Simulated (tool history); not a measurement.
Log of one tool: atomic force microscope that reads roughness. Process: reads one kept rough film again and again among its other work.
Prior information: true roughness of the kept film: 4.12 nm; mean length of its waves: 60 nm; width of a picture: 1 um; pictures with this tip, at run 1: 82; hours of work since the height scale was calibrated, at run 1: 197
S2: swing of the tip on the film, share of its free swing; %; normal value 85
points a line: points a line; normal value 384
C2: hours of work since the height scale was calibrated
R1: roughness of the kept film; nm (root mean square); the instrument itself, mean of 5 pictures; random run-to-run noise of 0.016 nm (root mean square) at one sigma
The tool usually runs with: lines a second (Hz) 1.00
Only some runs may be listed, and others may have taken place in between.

{"run": 1, "hour": 0.0, "lines a second (Hz)": 1.0, "S2": 85, "points a line": 384, "pictures with this tip": 82, "C2": 197, "R1": 3.631}
{"hour": 35.5, "done": "new tip fitted"}
{"run": 2, "hour": 53.8, "lines a second (Hz)": 1.0, "S2": 85, "points a line": 551, "pictures with this tip": 30, "C2": 226, "R1": 3.741}
{"run": 3, "hour": 95.2, "lines a second (Hz)": 1.0, "S2": 85, "points a line": 793, "pictures with this tip": 98, "C2": 250, "R1": 3.665}
{"hour": 118.2, "done": "new tip fitted"}
{"run": 4, "hour": 129.0, "lines a second (Hz)": 1.0, "S2": 85, "points a line": 384, "pictures with this tip": 18, "C2": 268, "R1": 3.773}
{"run": 5, "hour": 184.1, "lines a second (Hz)": 1.0, "S2": 85, "points a line": 527, "pictures with this tip": 108, "C2": 299, "R1": 3.632}
{"hour": 206.0, "done": "new tip fitted"}
{"run": 6, "hour": 231.9, "lines a second (Hz)": 1.0, "S2": 85, "points a line": 527, "pictures with this tip": 42, "C2": 326, "R1": 3.742}
{"hour": 289.8, "done": "new tip fitted"}
{"run": 7, "hour": 289.8, "lines a second (Hz)": 1.0, "S2": 85, "points a line": 527, "pictures with this tip": 0, "C2": 358, "R1": 3.778}
{"hour": 295.3, "done": "height scale calibrated on a step standard"}
{"run": 8, "hour": 337.9, "lines a second (Hz)": 1.0, "S2": 85, "points a line": 307, "pictures with this tip": 77, "C2": 24, "R1": 3.687}
{"hour": 376.4, "done": "new tip fitted"}
{"run": 9, "hour": 405.8, "lines a second (Hz)": 0.71, "S2": 87, "points a line": 307, "pictures with this tip": 48, "C2": 62, "R1": 3.776}
{"run": 10, "hour": 444.9, "lines a second (Hz)": 0.71, "S2": 73, "points a line": 307, "pictures with this tip": 112, "C2": 83, "R1": 3.762}
{"hour": 461.1, "done": "new tip fitted"}
{"run": 11, "hour": 513.7, "lines a second (Hz)": 2.65, "S2": 84, "points a line": 994, "pictures with this tip": 86, "C2": 122, "R1": 3.481}
{"hour": 547.4, "done": "new tip fitted"}
{"run": 12, "hour": 553.8, "lines a second (Hz)": 2.65, "S2": 84, "points a line": 994, "pictures with this tip": 10, "C2": 144, "R1": 3.564}
{"hour": 579.8, "done": "height scale calibrated on a step standard, once more"}
{"run": 13, "hour": 627.9, "lines a second (Hz)": 2.65, "S2": 84, "points a line": 994, "pictures with this tip": 130, "C2": 27, "R1": 3.348}

Each row is a separate what-if for the run after 13, all from the same tool condition, not one after another. Results?
{"hour": 635.1, "done": "new tip fitted"}
{"run": "A", "hour": 684.2, "lines a second (Hz)": 2.2, "S2": 86, "points a line": 461, "pictures with this tip": 80, "C2": 58, "R1": "?"}
{"hour": 635.1, "done": "new tip fitted"}
{"run": "B", "hour": 684.2, "lines a second (Hz)": 2.65, "S2": 87, "points a line": 994, "pictures with this tip": 80, "C2": 58, "R1": "?"}
{"hour": 635.1, "done": "new tip fitted"}
{"run": "C", "hour": 684.2, "lines a second (Hz)": 2.65, "S2": 84, "points a line": 322, "pictures with this tip": 80, "C2": 58, "R1": "?"}
{"hour": 635.1, "done": "new tip fitted"}
{"run": "D", "hour": 684.2, "lines a second (Hz)": 2.65, "S2": 83, "points a line": 424, "pictures with this tip": 80, "C2": 58, "R1": "?"}
{"hour": 635.1, "done": "new tip fitted"}
{"run": "E", "hour": 684.2, "lines a second (Hz)": 1.1, "S2": 85, "points a line": 1021, "pictures with this tip": 80, "C2": 58, "R1": "?"}

run=A R1=3.424
run=B R1=3.347
run=C R1=3.387
run=D R1=3.410
run=E R1=3.596
With no hidden state in the tool, these same runs would have given:
run=A R1=3.531
run=B R1=3.451
run=C R1=3.492
run=D R1=3.516
run=E R1=3.708

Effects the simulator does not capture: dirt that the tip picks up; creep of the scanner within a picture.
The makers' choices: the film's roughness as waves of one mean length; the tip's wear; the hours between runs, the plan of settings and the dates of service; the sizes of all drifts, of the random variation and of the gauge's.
